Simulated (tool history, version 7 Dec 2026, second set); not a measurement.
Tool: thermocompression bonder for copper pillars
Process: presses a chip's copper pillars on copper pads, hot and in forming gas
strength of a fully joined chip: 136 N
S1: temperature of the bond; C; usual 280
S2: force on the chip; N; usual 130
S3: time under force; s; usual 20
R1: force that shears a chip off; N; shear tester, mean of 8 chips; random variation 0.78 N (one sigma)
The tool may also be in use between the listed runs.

{"run": 1, "hour": 0.0, "S1": 280, "S2": 130, "S3": 20, "R1": 54.3}
{"run": 2, "hour": 37.5, "S1": 280, "S2": 130, "S3": 20, "R1": 54.4}
{"run": 3, "hour": 53.9, "S1": 280, "S2": 130, "S3": 20, "R1": 53.3}
{"run": 4, "hour": 71.7, "S1": 280, "S2": 133, "S3": 20, "R1": 53.6}
{"run": 5, "hour": 91.1, "S1": 280, "S2": 130, "S3": 20, "R1": 53.9}
{"run": 6, "hour": 129.7, "S1": 280, "S2": 130, "S3": 20, "R1": 53.3}
{"run": 7, "hour": 154.9, "S1": 262, "S2": 130, "S3": 20, "R1": 39.8}
{"hour": 176.3, "done": "forming gas filter changed"}
{"run": 8, "hour": 190.4, "S1": 280, "S2": 148, "S3": 20, "R1": 64.0}
{"run": 9, "hour": 221.3, "S1": 280, "S2": 109, "S3": 47, "R1": 67.7}
{"run": 10, "hour": 242.2, "S1": 273, "S2": 130, "S3": 20, "R1": 51.1}
{"run": 11, "hour": 270.2, "S1": 273, "S2": 130, "S3": 20, "R1": 52.1}
{"run": 12, "hour": 300.5, "S1": 279, "S2": 177, "S3": 49, "R1": 95.3}

Hidden state or all else? Some run-to-run changes of R1, split into what the settings, what came in and random variation would give without the hidden state, and what is left for the hidden state (with any gauge scatter that isn't in both results):
The hidden state here: true temperature of the bond over the reading, C; force that reaches the chip, % of what is set; oxide that the forming gas leaves, % of the face; drift of the gauge itself on shear_n, %.
Run 7 -> 8: S1 262 -> 280, S2 130 -> 148, forming gas filter changed. R1 +24.2 N: hidden state +3.4, all else +20.8.
Run 11 -> 12: S1 273 -> 279, S2 130 -> 177, S3 20 -> 49. R1 +43.2 N: hidden state -2.0, all else +45.2.

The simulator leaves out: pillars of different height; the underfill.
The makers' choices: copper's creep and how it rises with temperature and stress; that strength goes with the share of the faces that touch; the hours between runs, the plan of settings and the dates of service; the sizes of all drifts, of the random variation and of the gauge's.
